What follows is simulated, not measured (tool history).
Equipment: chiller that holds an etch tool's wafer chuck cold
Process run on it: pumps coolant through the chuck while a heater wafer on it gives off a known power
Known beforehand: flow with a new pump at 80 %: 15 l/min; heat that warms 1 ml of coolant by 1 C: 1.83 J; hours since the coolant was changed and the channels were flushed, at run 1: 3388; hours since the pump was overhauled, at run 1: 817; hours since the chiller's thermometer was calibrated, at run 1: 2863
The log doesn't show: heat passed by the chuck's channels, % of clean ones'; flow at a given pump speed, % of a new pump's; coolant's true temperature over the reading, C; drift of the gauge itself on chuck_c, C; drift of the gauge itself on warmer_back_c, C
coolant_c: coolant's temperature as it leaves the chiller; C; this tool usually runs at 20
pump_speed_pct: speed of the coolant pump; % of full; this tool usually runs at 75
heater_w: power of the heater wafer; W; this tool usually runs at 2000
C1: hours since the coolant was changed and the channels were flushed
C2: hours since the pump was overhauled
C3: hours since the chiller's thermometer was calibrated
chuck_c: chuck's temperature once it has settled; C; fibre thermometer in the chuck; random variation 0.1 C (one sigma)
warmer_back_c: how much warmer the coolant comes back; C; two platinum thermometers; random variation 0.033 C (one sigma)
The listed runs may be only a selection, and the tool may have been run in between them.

Run 1, hour 0: usual settings; C1 3388; C2 817; C3 2863. Result: chuck_c 49.6 C, warmer_back_c 4.74 C.
Run 2, hour 25.7: usual settings; C1 3414; C2 843; C3 2889. Result: chuck_c 49.4 C, warmer_back_c 4.74 C.
Run 3, hour 46.7: usual settings; C1 3435; C2 863; C3 2910. Result: chuck_c 49.7 C, warmer_back_c 4.69 C.
Run 4, hour 75.4: usual settings; C1 3463; C2 892; C3 2939. Result: chuck_c 49.8 C, warmer_back_c 4.73 C.
Run 5, hour 96.8: usual settings; C1 3485; C2 914; C3 2960. Result: chuck_c 49.7 C, warmer_back_c 4.69 C.
Run 6, hour 128.5: usual settings; C1 3516; C2 945; C3 2992. Result: chuck_c 50 C, warmer_back_c 4.71 C.
Run 7, hour 157: usual settings; C1 3545; C2 974; C3 3020. Result: chuck_c 49.9 C, warmer_back_c 4.76 C.
Run 8, hour 177.3: usual settings; C1 3565; C2 994; C3 3041. Result: chuck_c 49.8 C, warmer_back_c 4.7 C.
Run 9, hour 204.4: usual settings but heater_w 2517 W; C1 3592; C2 1021; C3 3068. Result: chuck_c 57.7 C, warmer_back_c 5.98 C.
Run 10, hour 220.4: usual settings but heater_w 1970 W; C1 3608; C2 1037; C3 3084. Result: chuck_c 49.4 C, warmer_back_c 4.63 C.
Run 11, hour 246.9: usual settings but heater_w 1970 W; C1 3635; C2 1064; C3 3110. Result: chuck_c 49.6 C, warmer_back_c 4.71 C.
Run 12, hour 282.2: usual settings but coolant_c 11 C, heater_w 2079 W; C1 3670; C2 1099; C3 3146. Result: chuck_c 42.3 C, warmer_back_c 5 C.
Run 13, hour 313.3: usual settings but coolant_c 11 C, heater_w 2079 W; C1 3701; C2 1130; C3 3177. Result: chuck_c 42.3 C, warmer_back_c 4.93 C.
Run 14, hour 331.4: usual settings but coolant_c 11 C, pump_speed_pct 80 % of full, heater_w 2079 W; C1 3719; C2 1148; C3 3195. Result: chuck_c 40.8 C, warmer_back_c 4.56 C.
Run 15, hour 364.4: usual settings but coolant_c 27 C, pump_speed_pct 97 % of full, heater_w 2418 W; C1 3752; C2 1181; C3 3228. Result: chuck_c 56.9 C, warmer_back_c 4.45 C.
Run 16, hour 399.9: usual settings but coolant_c 21 C, heater_w 1174 W; C1 3788; C2 1217; C3 3263. Result: chuck_c 38.6 C, warmer_back_c 2.78 C.
Run 17, hour 434.3: usual settings but coolant_c 21 C, heater_w 1174 W; C1 3822; C2 1251; C3 3298. Result: chuck_c 38.8 C, warmer_back_c 2.77 C.
Run 18, hour 452.8: usual settings but coolant_c 25 C, pump_speed_pct 99 % of full, heater_w 2075 W; C1 3841; C2 1270; C3 3316. Result: chuck_c 50.3 C, warmer_back_c 3.68 C.
Run 19, hour 467.3: usual settings but coolant_c 11 C, pump_speed_pct 69 % of full; C1 3855; C2 1284; C3 3331. Result: chuck_c 43.6 C, warmer_back_c 5.13 C.
Run 20, hour 494.9: usual settings but pump_speed_pct 69 % of full; C1 3883; C2 1312; C3 3358. Result: chuck_c 52.8 C, warmer_back_c 5.18 C.

Forecast each of these 3 alternatives for the next run:
Run A, hour 523.4: usual settings but coolant_c 16 C, pump_speed_pct 90 % of full, heater_w 1491 W; C1 3911; C2 1340; C3 3387. Result: chuck_c ?, warmer_back_c ?.
Run B, hour 523.4: usual settings but coolant_c 14 C, pump_speed_pct 61 % of full, heater_w 1023 W; C1 3911; C2 1340; C3 3387. Result: chuck_c ?, warmer_back_c ?.
Run C, hour 523.4: usual settings but coolant_c 13 C, pump_speed_pct 69 % of full; C1 3911; C2 1340; C3 3387. Result: chuck_c ?, warmer_back_c ?.

run  chuck_c  warmer_back_c
  A     35.7           2.86
  B     32.1           3.01
  C     45.5           5.14
Take away the tool's hidden state, keep each run's random variation, and the runs would have read:
run  chuck_c  warmer_back_c
  A     32.4           2.79
  B     29.1           2.95
  C     39.9           5.03
